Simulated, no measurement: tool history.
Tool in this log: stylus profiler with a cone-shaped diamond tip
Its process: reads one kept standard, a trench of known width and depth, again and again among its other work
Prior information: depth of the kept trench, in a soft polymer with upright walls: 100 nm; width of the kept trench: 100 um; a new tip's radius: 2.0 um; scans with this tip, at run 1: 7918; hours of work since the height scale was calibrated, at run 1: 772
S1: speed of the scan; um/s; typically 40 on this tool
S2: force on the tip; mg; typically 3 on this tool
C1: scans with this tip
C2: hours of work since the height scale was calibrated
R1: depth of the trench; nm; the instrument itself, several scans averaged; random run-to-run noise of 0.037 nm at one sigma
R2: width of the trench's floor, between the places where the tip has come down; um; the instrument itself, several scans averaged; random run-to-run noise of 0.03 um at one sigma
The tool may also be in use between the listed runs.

| run | hour | S1 | S2 | C1 | C2 | R1 | R2 |
|---|---|---|---|---|---|---|---|
| 1 | 0 | 40 | 3 | 7918 | 772 | 100.57 | 98.15 |
| 2 | 32.8 | 40 | 3 | 8118 | 792 | 100.54 | 98.11 |
| 3 | 58.7 | 40 | 3 | 8276 | 807 | 100.53 | 98.1 |
| 4 | 81.1 | 40 | 4.98 | 8412 | 821 | 100.88 | 98.12 |
| 5 | 113.2 | 40 | 4.98 | 8607 | 840 | 100.85 | 98.25 |
| 6 | 150.4 | 40 | 4.98 | 8834 | 862 | 100.88 | 98.15 |
| 7 | 185.1 | 40 | 4.98 | 9045 | 882 | 100.81 | 98.11 |
| 8 | 232.7 | 40 | 4.98 | 9335 | 911 | 100.81 | 98.11 |
| 9 | 261.3 | 40 | 5.5 | 9509 | 928 | 100.8 | 98.1 |
| 10 | 303.3 | 40 | 3 | 9764 | 952 | 100.47 | 98.02 |
| 11 | 339.2 | 113 | 3 | 9983 | 974 | 100.56 | 97.85 |
| 12 | 383.8 | 40 | 3 | 10255 | 1000 | 100.5 | 98.05 |
| 13 | 421.9 | 40 | 3 | 10486 | 1023 | 100.48 | 98.04 |
| 14 | 464.4 | 40 | 3 | 10745 | 1048 | 100.58 | 98.09 |
| 15 | 499.7 | 40 | 3 | 10960 | 1069 | 100.4 | 97.99 |
| 16 | 521.6 | 40 | 3 | 11093 | 1082 | 100.46 | 98.04 |
| 17 | 556.4 | 40 | 3 | 11305 | 1103 | 100.51 | 98 |
| 18 | 601.5 | 40 | 3 | 11580 | 1130 | 100.47 | 98 |
| 19 | 639.3 | 40 | 3 | 11810 | 1152 | 100.51 | 97.98 |
| 20 | 665.9 | 34 | 4.19 | 11972 | 1168 | 100.56 | 98.03 |
| 21 | 688.7 | 64 | 1.95 | 12111 | 1181 | 100.24 | 97.86 |
| 22 | 728.2 | 40 | 6.66 | 12351 | 1205 | 100.91 | 98.05 |
| 23 | 748.8 | 50 | 3.76 | 12476 | 1217 | 100.56 | 97.92 |
| 24 | 790.4 | 19 | 2 | 12730 | 1242 | 100.3 | 97.96 |
| 25 | 825.2 | 19 | 2 | 12941 | 1262 | 100.25 | 97.98 |
| 26 | 850.7 | 19 | 2 | 13097 | 1278 | 100.25 | 97.95 |
|  | 878.3 | new tip fitted, height scale calibrated |
| 27 | 890.5 | 49 | 5.05 | 75 | 7 | 101.05 | 98.66 |
| 28 | 923 | 49 | 4.66 | 272 | 27 | 100.94 | 98.62 |
| 29 | 967.7 | 49 | 4.66 | 545 | 53 | 100.93 | 98.61 |
| 30 | 1003 | 49 | 4.66 | 760 | 74 | 100.88 | 98.6 |
| 31 | 1024.2 | 49 | 4.66 | 888 | 87 | 101 | 98.61 |
| 32 | 1062.7 | 24 | 3 | 1123 | 110 | 100.69 | 98.61 |
| 33 | 1102.8 | 75 | 5.41 | 1367 | 133 | 101.04 | 98.51 |
| 34 | 1129.4 | 10 | 2.82 | 1529 | 149 | 100.64 | 98.6 |
| 35 | 1157.3 | 68 | 4.38 | 1699 | 166 | 100.85 | 98.5 |
| 36 | 1197.2 | 12 | 7.85 | 1942 | 189 | 101.26 | 98.65 |
| 37 | 1219.3 | 12 | 7.85 | 2076 | 202 | 101.32 | 98.56 |

4 ways to go on from here, each from the tool as it stands after run 37. What would each give?
| A | 1239.5 | 64 | 3.86 | 2199 | 214 | ? | ? |
| B | 1239.5 | 20 | 1.81 | 2199 | 214 | ? | ? |
| C | 1239.5 | 23 | 7.85 | 2199 | 214 | ? | ? |
| D | 1239.5 | 33 | 3.45 | 2199 | 214 | ? | ? |

| run | R1 | R2 |
|---|---|---|
| A | 100.84 | 98.48 |
| B | 100.43 | 98.53 |
| C | 101.25 | 98.53 |
| D | 100.72 | 98.51 |
What these runs would have given with no unlogged condition in the tool:
| run | R1 | R2 |
|---|---|---|
| A | 100.89 | 98.61 |
| B | 100.48 | 98.67 |
| C | 101.3 | 98.67 |
| D | 100.77 | 98.65 |
